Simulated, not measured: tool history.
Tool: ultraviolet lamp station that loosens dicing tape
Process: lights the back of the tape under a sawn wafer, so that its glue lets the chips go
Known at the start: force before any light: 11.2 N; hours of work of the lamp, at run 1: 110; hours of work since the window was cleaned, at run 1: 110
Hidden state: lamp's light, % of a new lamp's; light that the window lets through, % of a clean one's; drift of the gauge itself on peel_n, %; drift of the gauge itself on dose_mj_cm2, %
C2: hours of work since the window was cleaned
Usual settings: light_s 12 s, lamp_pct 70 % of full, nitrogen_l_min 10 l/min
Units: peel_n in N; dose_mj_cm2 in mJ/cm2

run 1 day=0.000 | light_s=12 lamp_pct=70 nitrogen_l_min=10 | hours_of_work_of_the_lamp=110 C2=110 | peel_n=0.796 dose_mj_cm2=394
run 2 day=0.650 | light_s=12 lamp_pct=70 nitrogen_l_min=10 | hours_of_work_of_the_lamp=117 C2=117 | peel_n=0.802 dose_mj_cm2=398
run 3 day=1.192 | light_s=12 lamp_pct=91 nitrogen_l_min=10 | hours_of_work_of_the_lamp=124 C2=124 | peel_n=0.419 dose_mj_cm2=512
run 4 day=1.738 | light_s=12 lamp_pct=91 nitrogen_l_min=10 | hours_of_work_of_the_lamp=130 C2=130 | peel_n=0.440 dose_mj_cm2=509
run 5 day=2.196 | light_s=12 lamp_pct=91 nitrogen_l_min=10 | hours_of_work_of_the_lamp=136 C2=136 | peel_n=0.455 dose_mj_cm2=501
run 6 day=2.821 | light_s=12 lamp_pct=91 nitrogen_l_min=10 | hours_of_work_of_the_lamp=143 C2=143 | peel_n=0.461 dose_mj_cm2=498
run 7 day=3.288 | light_s=12 lamp_pct=91 nitrogen_l_min=10 | hours_of_work_of_the_lamp=148 C2=148 | peel_n=0.458 dose_mj_cm2=498
run 8 day=3.708 | light_s=12 lamp_pct=91 nitrogen_l_min=10 | hours_of_work_of_the_lamp=153 C2=153 | peel_n=0.478 dose_mj_cm2=490
run 9 day=4.212 | light_s=9 lamp_pct=70 nitrogen_l_min=10 | hours_of_work_of_the_lamp=159 C2=159 | peel_n=1.615 dose_mj_cm2=279
run 10 day=4.996 | light_s=9 lamp_pct=70 nitrogen_l_min=10 | hours_of_work_of_the_lamp=169 C2=169 | peel_n=1.681 dose_mj_cm2=276
run 11 day=5.700 | light_s=9 lamp_pct=70 nitrogen_l_min=10 | hours_of_work_of_the_lamp=177 C2=177 | peel_n=1.664 dose_mj_cm2=275
run 12 day=6.154 | light_s=9 lamp_pct=70 nitrogen_l_min=10 | hours_of_work_of_the_lamp=182 C2=182 | peel_n=1.688 dose_mj_cm2=274
run 13 day=6.942 | light_s=9 lamp_pct=70 nitrogen_l_min=10 | hours_of_work_of_the_lamp=192 C2=192 | peel_n=1.752 dose_mj_cm2=274
run 14 day=7.858 | light_s=9 lamp_pct=70 nitrogen_l_min=10 | hours_of_work_of_the_lamp=203 C2=203 | peel_n=1.784 dose_mj_cm2=269
run 15 day=8.288 | light_s=9 lamp_pct=70 nitrogen_l_min=10 | hours_of_work_of_the_lamp=208 C2=208 | peel_n=1.749 dose_mj_cm2=262
-- day=8.679 window cleaned of glue's vapour
run 16 day=8.758 | light_s=9 lamp_pct=70 nitrogen_l_min=10 | hours_of_work_of_the_lamp=213 C2=1 | peel_n=2.116 dose_mj_cm2=241
run 17 day=9.408 | light_s=12 lamp_pct=70 nitrogen_l_min=10 | hours_of_work_of_the_lamp=221 C2=9 | peel_n=1.311 dose_mj_cm2=320
run 18 day=9.988 | light_s=7 lamp_pct=70 nitrogen_l_min=10 | hours_of_work_of_the_lamp=228 C2=15 | peel_n=3.129 dose_mj_cm2=182
run 19 day=10.675 | light_s=12 lamp_pct=70 nitrogen_l_min=14 | hours_of_work_of_the_lamp=236 C2=24 | peel_n=1.095 dose_mj_cm2=310
run 20 day=11.338 | light_s=12 lamp_pct=70 nitrogen_l_min=10 | hours_of_work_of_the_lamp=244 C2=31 | peel_n=1.400 dose_mj_cm2=302
run 21 day=11.988 | light_s=12 lamp_pct=70 nitrogen_l_min=10 | hours_of_work_of_the_lamp=251 C2=39 | peel_n=1.354 dose_mj_cm2=298
run 22 day=12.758 | light_s=12 lamp_pct=70 nitrogen_l_min=10 | hours_of_work_of_the_lamp=260 C2=48 | peel_n=1.509 dose_mj_cm2=300
run 23 day=13.221 | light_s=21 lamp_pct=80 nitrogen_l_min=16 | hours_of_work_of_the_lamp=266 C2=54 | peel_n=0.233 dose_mj_cm2=595
-- day=13.638 window cleaned of glue's vapour, once more
run 24 day=14.179 | light_s=6 lamp_pct=67 nitrogen_l_min=16 | hours_of_work_of_the_lamp=277 C2=6 | peel_n=2.555 dose_mj_cm2=185
run 25 day=14.692 | light_s=7 lamp_pct=73 nitrogen_l_min=12 | hours_of_work_of_the_lamp=283 C2=12 | peel_n=1.988 dose_mj_cm2=234
run 26 day=15.212 | light_s=16 lamp_pct=70 nitrogen_l_min=10 | hours_of_work_of_the_lamp=289 C2=19 | peel_n=0.423 dose_mj_cm2=509
run 27 day=15.625 | light_s=16 lamp_pct=70 nitrogen_l_min=10 | hours_of_work_of_the_lamp=294 C2=24 | peel_n=0.449 dose_mj_cm2=509
run 28 day=16.183 | light_s=22 lamp_pct=70 nitrogen_l_min=10 | hours_of_work_of_the_lamp=301 C2=30 | peel_n=0.218 dose_mj_cm2=688
run 29 day=17.133 | light_s=22 lamp_pct=70 nitrogen_l_min=10 | hours_of_work_of_the_lamp=312 C2=41 | peel_n=0.230 dose_mj_cm2=682
run 30 day=17.808 | light_s=22 lamp_pct=68 nitrogen_l_min=18 | hours_of_work_of_the_lamp=320 C2=49 | peel_n=0.187 dose_mj_cm2=657
run 31 day=18.750 | light_s=9 lamp_pct=62 nitrogen_l_min=10 | hours_of_work_of_the_lamp=331 C2=61 | peel_n=2.177 dose_mj_cm2=239
run 32 day=19.338 | light_s=9 lamp_pct=62 nitrogen_l_min=10 | hours_of_work_of_the_lamp=338 C2=67 | peel_n=2.215 dose_mj_cm2=242
run 33 day=20.079 | light_s=9 lamp_pct=62 nitrogen_l_min=10 | hours_of_work_of_the_lamp=347 C2=76 | peel_n=2.153 dose_mj_cm2=239
run 34 day=20.962 | light_s=9 lamp_pct=62 nitrogen_l_min=10 | hours_of_work_of_the_lamp=357 C2=87 | peel_n=2.187 dose_mj_cm2=230
run 35 day=21.467 | light_s=12 lamp_pct=62 nitrogen_l_min=4 | hours_of_work_of_the_lamp=363 C2=93 | peel_n=2.204 dose_mj_cm2=311
run 36 day=22.446 | light_s=12 lamp_pct=100 nitrogen_l_min=4 | hours_of_work_of_the_lamp=375 C2=104 | peel_n=0.936 dose_mj_cm2=489
run 37 day=23.271 | light_s=9 lamp_pct=68 nitrogen_l_min=10 | hours_of_work_of_the_lamp=385 C2=114 | peel_n=2.007 dose_mj_cm2=245
run 38 day=23.758 | light_s=9 lamp_pct=68 nitrogen_l_min=6 | hours_of_work_of_the_lamp=390 C2=120 | peel_n=2.560 dose_mj_cm2=243
run 39 day=24.325 | light_s=9 lamp_pct=68 nitrogen_l_min=6 | hours_of_work_of_the_lamp=397 C2=127 | peel_n=2.604 dose_mj_cm2=247
run 40 day=25.200 | light_s=19 lamp_pct=61 nitrogen_l_min=9 | hours_of_work_of_the_lamp=408 C2=137 | peel_n=0.603 dose_mj_cm2=449
run 41 day=25.979 | light_s=12 lamp_pct=69 nitrogen_l_min=10 | hours_of_work_of_the_lamp=417 C2=146 | peel_n=1.244 dose_mj_cm2=322
run 42 day=26.617 | light_s=15 lamp_pct=81 nitrogen_l_min=4 | hours_of_work_of_the_lamp=424 C2=154 | peel_n=1.072 dose_mj_cm2=465
run 43 day=27.446 | light_s=6 lamp_pct=90 nitrogen_l_min=9 | hours_of_work_of_the_lamp=434 C2=164 | peel_n=2.741 dose_mj_cm2=207

Forecast each of these 3 alternatives for the next run:
run A day=27.933 | light_s=11 lamp_pct=90 nitrogen_l_min=9 | hours_of_work_of_the_lamp=440 C2=169 | peel_n=? dose_mj_cm2=?
run B day=27.933 | light_s=18 lamp_pct=62 nitrogen_l_min=4 | hours_of_work_of_the_lamp=440 C2=169 | peel_n=? dose_mj_cm2=?
run C day=27.933 | light_s=6 lamp_pct=97 nitrogen_l_min=9 | hours_of_work_of_the_lamp=440 C2=169 | peel_n=? dose_mj_cm2=?

run=A peel_n=0.964 dose_mj_cm2=373
run=B peel_n=1.266 dose_mj_cm2=422
run=C peel_n=2.579 dose_mj_cm2=215
Without the tool's hidden state the same runs would have given:
run=A peel_n=0.419 dose_mj_cm2=530
run=B peel_n=0.577 dose_mj_cm2=600
run=C peel_n=1.422 dose_mj_cm2=308
